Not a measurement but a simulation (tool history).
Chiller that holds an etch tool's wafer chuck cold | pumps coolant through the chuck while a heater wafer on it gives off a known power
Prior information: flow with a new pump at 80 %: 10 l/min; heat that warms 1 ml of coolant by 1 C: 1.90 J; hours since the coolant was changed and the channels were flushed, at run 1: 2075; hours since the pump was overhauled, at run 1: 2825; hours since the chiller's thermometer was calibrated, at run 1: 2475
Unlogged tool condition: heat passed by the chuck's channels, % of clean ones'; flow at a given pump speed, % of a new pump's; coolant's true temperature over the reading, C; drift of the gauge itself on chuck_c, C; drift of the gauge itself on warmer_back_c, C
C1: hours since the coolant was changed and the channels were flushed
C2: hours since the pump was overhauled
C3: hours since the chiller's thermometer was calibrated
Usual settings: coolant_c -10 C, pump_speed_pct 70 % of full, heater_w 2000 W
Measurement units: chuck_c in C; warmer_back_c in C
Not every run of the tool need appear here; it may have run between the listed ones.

run 1 hour=0.0 | coolant_c=-10 pump_speed_pct=70 heater_w=2000 | C1=2075 C2=2825 C3=2475 | chuck_c=10.5 warmer_back_c=7.15
run 2 hour=51.2 | coolant_c=-19 pump_speed_pct=70 heater_w=2000 | C1=2126 C2=2876 C3=2526 | chuck_c=1.3 warmer_back_c=7.21
run 3 hour=89.1 | coolant_c=-19 pump_speed_pct=70 heater_w=2000 | C1=2164 C2=2914 C3=2564 | chuck_c=1.5 warmer_back_c=7.19
run 4 hour=130.3 | coolant_c=-10 pump_speed_pct=70 heater_w=2000 | C1=2205 C2=2955 C3=2605 | chuck_c=10.5 warmer_back_c=7.20
run 5 hour=173.4 | coolant_c=-18 pump_speed_pct=70 heater_w=2000 | C1=2249 C2=2998 C3=2648 | chuck_c=2.3 warmer_back_c=7.19
run 6 hour=233.6 | coolant_c=-18 pump_speed_pct=70 heater_w=2000 | C1=2309 C2=3058 C3=2708 | chuck_c=2.6 warmer_back_c=7.22
run 7 hour=325.6 | coolant_c=-10 pump_speed_pct=70 heater_w=2000 | C1=2401 C2=3150 C3=2801 | chuck_c=10.4 warmer_back_c=7.22
run 8 hour=383.1 | coolant_c=-13 pump_speed_pct=70 heater_w=2000 | C1=2458 C2=3208 C3=2858 | chuck_c=7.5 warmer_back_c=7.22
run 9 hour=465.5 | coolant_c=-2 pump_speed_pct=70 heater_w=2000 | C1=2541 C2=3290 C3=2940 | chuck_c=18.5 warmer_back_c=7.23
-- hour=525.5 chiller's thermometer calibrated
run 10 hour=532.9 | coolant_c=-2 pump_speed_pct=70 heater_w=2000 | C1=2607 C2=3356 C3=7 | chuck_c=18.5 warmer_back_c=7.25
run 11 hour=610.8 | coolant_c=-2 pump_speed_pct=92 heater_w=1630 | C1=2685 C2=3434 C3=85 | chuck_c=12.0 warmer_back_c=4.51
run 12 hour=652.7 | coolant_c=-19 pump_speed_pct=85 heater_w=1947 | C1=2727 C2=3476 C3=127 | chuck_c=-1.1 warmer_back_c=5.84
run 13 hour=728.8 | coolant_c=-14 pump_speed_pct=70 heater_w=2000 | C1=2803 C2=3552 C3=203 | chuck_c=6.5 warmer_back_c=7.18
run 14 hour=788.3 | coolant_c=-10 pump_speed_pct=68 heater_w=2000 | C1=2862 C2=3612 C3=263 | chuck_c=10.7 warmer_back_c=7.39
run 15 hour=878.3 | coolant_c=-18 pump_speed_pct=83 heater_w=1414 | C1=2952 C2=3702 C3=353 | chuck_c=-4.9 warmer_back_c=4.30
run 16 hour=941.9 | coolant_c=-13 pump_speed_pct=67 heater_w=2457 | C1=3016 C2=3765 C3=416 | chuck_c=12.7 warmer_back_c=9.31
run 17 hour=991.4 | coolant_c=-13 pump_speed_pct=67 heater_w=1409 | C1=3066 C2=3815 C3=466 | chuck_c=1.7 warmer_back_c=5.24
run 18 hour=1078.2 | coolant_c=-13 pump_speed_pct=67 heater_w=1409 | C1=3152 C2=3902 C3=553 | chuck_c=1.8 warmer_back_c=5.36

Take each entry between the runs: how does the hidden state at the last listed run before it differ from the hidden state at the first listed run after it?
Between runs 9 and 10: chiller's thermometer calibrated (hour 525.5)
  no difference in the tool's unlogged condition between these two runs
